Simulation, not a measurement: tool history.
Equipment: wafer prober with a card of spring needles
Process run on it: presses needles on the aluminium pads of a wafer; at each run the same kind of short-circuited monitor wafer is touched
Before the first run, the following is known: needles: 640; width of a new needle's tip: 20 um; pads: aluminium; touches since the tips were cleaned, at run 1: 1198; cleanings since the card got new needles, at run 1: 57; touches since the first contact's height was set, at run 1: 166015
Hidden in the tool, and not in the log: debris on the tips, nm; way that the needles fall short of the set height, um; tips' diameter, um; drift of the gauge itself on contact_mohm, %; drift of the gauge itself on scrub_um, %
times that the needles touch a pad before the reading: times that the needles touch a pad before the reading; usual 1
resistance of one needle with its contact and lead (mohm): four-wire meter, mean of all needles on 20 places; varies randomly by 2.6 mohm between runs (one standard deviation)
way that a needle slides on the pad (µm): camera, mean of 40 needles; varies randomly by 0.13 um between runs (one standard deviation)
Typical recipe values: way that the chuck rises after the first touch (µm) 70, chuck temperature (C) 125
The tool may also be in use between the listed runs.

| run | hour | way that the chuck rises after the first touch (µm) | chuck temperature (C) | times that the needles touch a pad before the reading | touches since the tips were cleaned | cleanings since the card got new needles | touches since the first contact's height was set | resistance of one needle with its contact and lead (mohm) | way that a needle slides on the pad (µm) |
|---|---|---|---|---|---|---|---|---|---|
| 1 | 0.0 | 70 | 125 | 1 | 1198 | 57 | 166015 | 294 | 15.57 |
|  | 3.2 | tips cleaned on abrasive film |
|  | 7.4 | tips cleaned on abrasive film |
|  | 12.6 | tips cleaned on abrasive film |
|  | 16.8 | tips cleaned on abrasive film |
| 2 | 17.1 | 70 | 125 | 1 | 206 | 61 | 176285 | 290 | 15.26 |
|  | 21.3 | tips cleaned on abrasive film |
|  | 25.5 | tips cleaned on abrasive film |
|  | 30.7 | tips cleaned on abrasive film |
|  | 34.9 | tips cleaned on abrasive film |
|  | 39.1 | tips cleaned on abrasive film |
|  | 44.4 | tips cleaned on abrasive film |
| 3 | 46.8 | 70 | 125 | 1 | 1506 | 67 | 194143 | 292 | 15.43 |
|  | 49.0 | tips cleaned on abrasive film |
|  | 54.2 | tips cleaned on abrasive film |
|  | 58.4 | tips cleaned on abrasive film |
|  | 63.6 | tips cleaned on abrasive film |
|  | 67.8 | tips cleaned on abrasive film |
|  | 73.0 | tips cleaned on abrasive film |
| 4 | 73.0 | 70 | 116 | 1 | 8 | 73 | 209876 | 292 | 15.36 |
|  | 78.2 | tips cleaned on abrasive film |
|  | 82.4 | tips cleaned on abrasive film |
|  | 87.7 | tips cleaned on abrasive film |
|  | 92.9 | tips cleaned on abrasive film |
|  | 97.1 | tips cleaned on abrasive film |
| 5 | 97.2 | 70 | 125 | 2 | 78 | 78 | 224400 | 292 | 15.39 |
|  | 101.4 | tips cleaned on abrasive film |
|  | 105.6 | tips cleaned on abrasive film |
|  | 109.8 | tips cleaned on abrasive film |
|  | 114.0 | tips cleaned on abrasive film |
|  | 119.2 | tips cleaned on abrasive film |
| 6 | 121.2 | 70 | 125 | 2 | 1229 | 83 | 238837 | 293 | 15.45 |
|  | 124.4 | tips cleaned on abrasive film |
|  | 129.6 | tips cleaned on abrasive film |
|  | 134.8 | tips cleaned on abrasive film |
|  | 137.2 | height of the first contact set anew |
|  | 139.3 | tips cleaned on abrasive film |
| 7 | 140.9 | 70 | 125 | 2 | 934 | 87 | 2192 | 296 | 15.32 |
|  | 144.0 | tips cleaned on abrasive film |
|  | 149.3 | tips cleaned on abrasive film |
|  | 154.3 | tips cleaned on abrasive film |
| 8 | 154.3 | 70 | 125 | 2 | 0 | 90 | 10272 | 295 | 15.26 |
|  | 158.5 | tips cleaned on abrasive film |
|  | 162.7 | tips cleaned on abrasive film |
|  | 167.9 | tips cleaned on abrasive film |
|  | 172.4 | tips cleaned on abrasive film |
| 9 | 172.4 | 73 | 125 | 1 | 0 | 94 | 21110 | 297 | 16.01 |
|  | 176.6 | tips cleaned on abrasive film |
|  | 180.8 | tips cleaned on abrasive film |
|  | 186.0 | tips cleaned on abrasive film |
|  | 190.2 | tips cleaned on abrasive film |
|  | 195.4 | tips cleaned on abrasive film |
|  | 199.6 | tips cleaned on abrasive film |
| 10 | 202.6 | 70 | 43 | 1 | 1815 | 100 | 39278 | 275 | 15.44 |
|  | 204.7 | tips cleaned on abrasive film |
|  | 208.9 | tips cleaned on abrasive film |
|  | 213.1 | tips cleaned on abrasive film |
| 11 | 216.3 | 70 | 89 | 1 | 1977 | 103 | 47545 | 283 | 15.41 |
|  | 217.5 | tips cleaned on abrasive film |
|  | 221.7 | tips cleaned on abrasive film |
|  | 226.9 | tips cleaned on abrasive film |
|  | 231.1 | tips cleaned on abrasive film |
|  | 236.3 | tips cleaned on abrasive film |
| 12 | 237.6 | 70 | 89 | 2 | 797 | 108 | 60293 | 285 | 15.36 |
|  | 240.8 | tips cleaned on abrasive film |
|  | 246.0 | tips cleaned on abrasive film |
|  | 251.2 | tips cleaned on abrasive film |
|  | 256.5 | tips cleaned on abrasive film |
|  | 260.6 | tips cleaned on abrasive film |
| 13 | 263.2 | 70 | 89 | 2 | 1538 | 113 | 75667 | 280 | 15.22 |
|  | 265.3 | tips cleaned on abrasive film |
|  | 270.5 | tips cleaned on abrasive film |
|  | 274.7 | tips cleaned on abrasive film |
|  | 279.9 | tips cleaned on abrasive film |
|  | 285.2 | tips cleaned on abrasive film |
|  | 289.4 | tips cleaned on abrasive film |
|  | 294.4 | tips cleaned on abrasive film |
| 14 | 294.4 | 70 | 89 | 2 | 0 | 120 | 94427 | 286 | 15.22 |
|  | 298.6 | tips cleaned on abrasive film |
|  | 302.8 | tips cleaned on abrasive film |
|  | 308.0 | tips cleaned on abrasive film |
|  | 312.2 | tips cleaned on abrasive film |
|  | 316.4 | tips cleaned on abrasive film |
| 15 | 318.7 | 70 | 89 | 2 | 1385 | 125 | 109020 | 284 | 15.23 |
|  | 320.8 | tips cleaned on abrasive film |
|  | 326.1 | tips cleaned on abrasive film |
|  | 331.3 | tips cleaned on abrasive film |
|  | 336.5 | tips cleaned on abrasive film |
|  | 340.7 | tips cleaned on abrasive film |
| 16 | 341.2 | 70 | 89 | 2 | 284 | 130 | 122515 | 282 | 15.51 |
|  | 345.4 | tips cleaned on abrasive film |
|  | 350.6 | tips cleaned on abrasive film |
|  | 354.8 | tips cleaned on abrasive film |
|  | 360.0 | tips cleaned on abrasive film |
|  | 365.2 | tips cleaned on abrasive film |
| 17 | 368.0 | 57 | 30 | 1 | 1668 | 135 | 138649 | 273 | 12.49 |
|  | 370.1 | tips cleaned on abrasive film |
|  | 375.3 | tips cleaned on abrasive film |
|  | 379.5 | tips cleaned on abrasive film |
|  | 383.7 | tips cleaned on abrasive film |
|  | 388.9 | tips cleaned on abrasive film |
| 18 | 391.2 | 62 | 30 | 2 | 1390 | 140 | 152617 | 267 | 13.69 |
|  | 393.4 | tips cleaned on abrasive film |
|  | 398.6 | tips cleaned on abrasive film |
|  | 403.8 | tips cleaned on abrasive film |
|  | 408.0 | tips cleaned on abrasive film |
|  | 413.2 | tips cleaned on abrasive film |
|  | 418.4 | tips cleaned on abrasive film |
| 19 | 420.7 | 59 | 52 | 2 | 1353 | 146 | 170324 | 272 | 12.95 |
|  | 422.8 | tips cleaned on abrasive film |
|  | 428.0 | tips cleaned on abrasive film |
|  | 433.2 | tips cleaned on abrasive film |
|  | 438.5 | tips cleaned on abrasive film |
| 20 | 439.1 | 72 | 33 | 2 | 412 | 150 | 181428 | 267 | 15.88 |
|  | 443.3 | tips cleaned on abrasive film |
|  | 448.6 | tips cleaned on abrasive film |
|  | 452.8 | tips cleaned on abrasive film |
|  | 457.0 | tips cleaned on abrasive film |
|  | 462.2 | tips cleaned on abrasive film |
| 21 | 466.1 | 71 | 47 | 2 | 2390 | 155 | 197656 | 269 | 15.33 |

Run 22 is up next; what results do you expect?
|  | 467.2 | tips cleaned on abrasive film |
|  | 471.4 | tips cleaned on abrasive film |
|  | 476.6 | tips cleaned on abrasive film |
|  | 480.8 | tips cleaned on abrasive film |
|  | 485.0 | tips cleaned on abrasive film |
| 22 | 487.8 | 59 | 108 | 3 | 1693 | 160 | 210670 | ? | ? |

Logged for run 22: resistance of one needle with its contact and lead (mohm) 288, way that a needle slides on the pad (µm) 12.98.
Take away the tool's hidden state, keep the run-to-run variation as it was, and the same run would have given resistance of one needle with its contact and lead (mohm) 288, way that a needle slides on the pad (µm) 12.99.

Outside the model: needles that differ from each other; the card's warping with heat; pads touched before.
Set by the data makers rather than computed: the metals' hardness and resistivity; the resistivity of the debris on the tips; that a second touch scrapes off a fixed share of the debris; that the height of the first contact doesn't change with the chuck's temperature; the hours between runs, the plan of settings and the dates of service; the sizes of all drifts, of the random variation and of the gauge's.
